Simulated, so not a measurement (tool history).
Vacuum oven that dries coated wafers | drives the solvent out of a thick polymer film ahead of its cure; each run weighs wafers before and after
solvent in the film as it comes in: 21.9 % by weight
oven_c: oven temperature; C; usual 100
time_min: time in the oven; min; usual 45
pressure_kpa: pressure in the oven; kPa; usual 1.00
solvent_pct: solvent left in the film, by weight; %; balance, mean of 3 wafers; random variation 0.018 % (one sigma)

run 1 hour=0.0 | oven_c=100 time_min=45 pressure_kpa=1.00 | solvent_pct=4.22
run 2 hour=58.3 | oven_c=100 time_min=45 pressure_kpa=1.00 | solvent_pct=4.18
run 3 hour=91.1 | oven_c=100 time_min=45 pressure_kpa=0.56 | solvent_pct=4.06
run 4 hour=147.0 | oven_c=100 time_min=45 pressure_kpa=0.56 | solvent_pct=4.07
run 5 hour=202.4 | oven_c=100 time_min=45 pressure_kpa=0.56 | solvent_pct=4.08
run 6 hour=274.3 | oven_c=100 time_min=45 pressure_kpa=0.56 | solvent_pct=4.09
run 7 hour=317.2 | oven_c=100 time_min=45 pressure_kpa=0.56 | solvent_pct=4.11
run 8 hour=390.1 | oven_c=100 time_min=45 pressure_kpa=0.56 | solvent_pct=4.09
run 9 hour=423.2 | oven_c=100 time_min=45 pressure_kpa=0.56 | solvent_pct=4.07
run 10 hour=495.2 | oven_c=102 time_min=45 pressure_kpa=1.00 | solvent_pct=3.39
run 11 hour=548.4 | oven_c=102 time_min=45 pressure_kpa=1.00 | solvent_pct=3.39
-- hour=568.3 vacuum gauge cleaned of residue and calibrated
-- hour=581.3 oven's thermocouples calibrated
run 12 hour=598.9 | oven_c=102 time_min=45 pressure_kpa=1.00 | solvent_pct=3.38
run 13 hour=635.7 | oven_c=115 time_min=32 pressure_kpa=0.82 | solvent_pct=1.02
run 14 hour=710.2 | oven_c=115 time_min=32 pressure_kpa=0.82 | solvent_pct=1.02
run 15 hour=749.9 | oven_c=114 time_min=76 pressure_kpa=1.00 | solvent_pct=0.20
run 16 hour=810.4 | oven_c=114 time_min=76 pressure_kpa=1.00 | solvent_pct=0.21
run 17 hour=863.6 | oven_c=114 time_min=76 pressure_kpa=1.00 | solvent_pct=0.19
run 18 hour=921.1 | oven_c=90 time_min=25 pressure_kpa=0.88 | solvent_pct=12.10
run 19 hour=961.1 | oven_c=100 time_min=23 pressure_kpa=0.66 | solvent_pct=8.35
run 20 hour=1019.9 | oven_c=86 time_min=33 pressure_kpa=1.53 | solvent_pct=12.42
run 21 hour=1062.4 | oven_c=86 time_min=33 pressure_kpa=1.53 | solvent_pct=12.39
run 22 hour=1122.2 | oven_c=100 time_min=55 pressure_kpa=1.00 | solvent_pct=3.07
run 23 hour=1172.2 | oven_c=108 time_min=48 pressure_kpa=3.24 | solvent_pct=1.75

3 ways to go on from here, each from the tool as it stands after run 23. What would each give?
run A hour=1219.4 | oven_c=108 time_min=39 pressure_kpa=1.71 | solvent_pct=?
run B hour=1219.4 | oven_c=114 time_min=47 pressure_kpa=1.08 | solvent_pct=?
run C hour=1219.4 | oven_c=107 time_min=33 pressure_kpa=1.83 | solvent_pct=?

run=A solvent_pct=2.20
run=B solvent_pct=0.49
run=C solvent_pct=3.29
Without the tool's hidden state the same runs would have given:
run=A solvent_pct=2.20
run=B solvent_pct=0.49
run=C solvent_pct=3.30

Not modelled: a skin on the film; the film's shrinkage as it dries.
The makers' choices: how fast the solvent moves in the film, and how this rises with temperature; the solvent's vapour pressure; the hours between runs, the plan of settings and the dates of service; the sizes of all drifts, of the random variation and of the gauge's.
